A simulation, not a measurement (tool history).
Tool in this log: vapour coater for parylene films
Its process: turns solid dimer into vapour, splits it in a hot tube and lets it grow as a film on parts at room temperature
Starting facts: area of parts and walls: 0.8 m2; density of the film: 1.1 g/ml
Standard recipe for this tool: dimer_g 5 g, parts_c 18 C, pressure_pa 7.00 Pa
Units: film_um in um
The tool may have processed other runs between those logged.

run	hour	dimer_g	parts_c	pressure_pa	film_um
1	0.0	5	18	7.00	3.09
2	17.4	5	18	7.00	3.05
3	40.2	5	16	7.00	3.22
4	58.8	5	18	7.00	3.01
# hour 64.3: trap's valve overhauled
5	96.6	5	18	7.00	3.39
6	126.6	5	18	6.15	3.41
7	143.0	5	18	6.15	3.39
8	166.6	5	18	6.15	3.39
9	198.5	5	18	6.15	3.33
# hour 210.2: table's thermometer calibrated
10	229.3	5	18	3.55	3.38
11	248.8	2	20	3.51	1.35
12	263.6	2	20	3.51	1.26
13	291.8	2	20	3.51	1.28
14	308.7	8	20	2.99	5.12
15	339.2	2	11	8.70	1.47
16	366.9	5	16	7.00	3.29
17	386.9	7	14	4.63	4.93
18	415.0	3	18	3.99	1.94

Predict each of these 4 candidate next runs independently; none follows another, all start after run 18:
A	447.3	4	18	7.00	?
B	447.3	5	10	7.39	?
C	447.3	3	12	5.47	?
D	447.3	5	18	8.69	?

run	film_um
A	2.46
B	3.70
C	2.17
D	3.03
With the hidden condition removed and each run's random variation left untouched, the same runs would have given:
run	film_um
A	2.74
B	4.11
C	2.41
D	3.37
